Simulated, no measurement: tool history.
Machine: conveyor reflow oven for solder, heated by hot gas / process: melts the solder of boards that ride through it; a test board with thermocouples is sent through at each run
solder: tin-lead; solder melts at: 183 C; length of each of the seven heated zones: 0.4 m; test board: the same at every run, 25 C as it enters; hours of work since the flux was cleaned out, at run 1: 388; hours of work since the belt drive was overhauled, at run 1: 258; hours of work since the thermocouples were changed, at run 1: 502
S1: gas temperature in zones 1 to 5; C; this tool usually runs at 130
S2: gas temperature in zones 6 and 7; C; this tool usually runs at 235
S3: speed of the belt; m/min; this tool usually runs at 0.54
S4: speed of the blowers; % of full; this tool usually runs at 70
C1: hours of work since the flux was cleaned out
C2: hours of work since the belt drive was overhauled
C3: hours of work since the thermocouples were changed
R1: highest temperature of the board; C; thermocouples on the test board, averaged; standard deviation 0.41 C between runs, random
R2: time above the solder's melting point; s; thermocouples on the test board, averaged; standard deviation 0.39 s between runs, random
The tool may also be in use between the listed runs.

run   hour   S1   S2     S3  S4   C1   C2   C3     R1    R2
  1      0  130  235   0.54  70  388  258  502  218.2  66.2
  2   12.6  130  235   0.54  70  394  264  508  218.6  65.9
  3   25.7  130  235   0.54  70  400  270  514  219.2  65.3
  4   42.5  130  235   0.54  62  408  278  522  217.4  63.8
  5     61  130  235   0.54  62  417  287  531  217.4  63.7
  6   80.3  130  235   0.54  70  427  297  540    219    65
  7  100.5  126  235   0.54  70  436  306  550  218.5  63.3
  8  123.4  126  235   0.54  70  447  317  561  218.2  63.2
  9  136.6  130  244   0.54  70  454  324  568  226.6  71.7
 10    159  130  235   0.54  70  465  334  578  218.5  64.9
 11  169.5  130  235  0.513  70  470  340  583  221.4  70.9
 12  184.2  130  235  0.513  70  477  347  591  220.4  70.6
 13  200.9  130  235  0.513  70  485  355  599  220.9  70.4
     212.6  -- flux residue cleaned out of gas plates and filters
 14  221.2  130  235   0.54  70    4  362  606    222  68.3
 15  241.5  140  235   0.54  70   14  372  616  224.2  73.6
 16  257.8  140  235   0.54  70   22  380  624  223.6  73.9
 17  272.8  132  246  0.484  52   29  387  631  233.1  85.3
 18  285.7  132  246  0.484  52   35  393  637  232.9  84.7
 19  300.5  132  246  0.484  52   42  400  644  232.4  85.7
 20    322  132  248  0.497  52   53  411  655    233  83.5
 21  342.6  132  248  0.497  52   63  421  664  232.9    83
 22  363.1  132  248  0.497  52   73  430  674  233.2  83.1
 23  379.3  130  230   0.54  70   80  438  682  216.8  65.1
 24  394.2  143  240  0.538  70   88  445  689  229.6  78.3
 25  415.5  143  240  0.538  70   98  456  700  229.1  78.8
 26  434.6  120  240  0.606  70  107  465  709  220.4  55.7
 27  449.5  120  240  0.606  70  114  472  716  220.6    56
 28  468.9  130  235   0.44  65  124  481  725  227.3  89.5
 29  488.1  134  242   0.54  70  133  491  735  228.6  74.9
 30  501.9  122  229  0.595  51  139  497  741  207.4  44.1
 31  526.3  130  235  0.587  60  151  509  753  216.4  57.7

Predict each of these 3 candidate next runs independently; none follows another, all start after run 31:
  A  551.2  135  235  0.496  60  163  521  765   ?   ?
  B  551.2  130  235  0.586  60  163  521  765   ?   ?
  C  551.2  130  232  0.484  63  163  521  765   ?   ?

run     R1    R2
  A  222.9  77.6
  B  216.9  57.6
  C  221.4  75.8
Without the tool's hidden state the same runs would have given:
run     R1    R2
  A  220.8  75.7
  B  215.3    56
  C  219.4  73.9

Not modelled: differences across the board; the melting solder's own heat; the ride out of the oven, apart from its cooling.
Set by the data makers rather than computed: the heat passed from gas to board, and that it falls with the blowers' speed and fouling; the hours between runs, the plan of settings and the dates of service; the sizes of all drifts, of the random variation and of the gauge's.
